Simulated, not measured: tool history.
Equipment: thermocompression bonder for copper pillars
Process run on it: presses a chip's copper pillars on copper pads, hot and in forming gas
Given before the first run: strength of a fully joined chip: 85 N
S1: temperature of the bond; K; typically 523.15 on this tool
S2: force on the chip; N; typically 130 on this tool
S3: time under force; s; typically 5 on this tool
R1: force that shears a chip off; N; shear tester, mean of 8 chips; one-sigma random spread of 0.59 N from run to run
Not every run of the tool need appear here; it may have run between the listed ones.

run,hour,S1,S2,S3,R1
1,0.0,523.15,130,5,53.2
2,44.5,523.15,154,5,54.9
3,79.8,523.15,130,5,51.7
4,129.1,523.15,130,5,52.1
5,178.2,523.15,130,5,51.7
# hour 182.9: heater calibrated with a thermocouple chip
6,218.4,523.15,130,5,50.5
7,240.9,523.15,130,5,50.9
8,265.1,523.15,78,5,41.6

The next listed run, before its measurement:
9,308.6,523.15,78,5,?

Run 9 produced R1 41.1 N.
If the tool had no hidden condition, the same run with the same run-to-run variation would have returned R1 48.3 N.

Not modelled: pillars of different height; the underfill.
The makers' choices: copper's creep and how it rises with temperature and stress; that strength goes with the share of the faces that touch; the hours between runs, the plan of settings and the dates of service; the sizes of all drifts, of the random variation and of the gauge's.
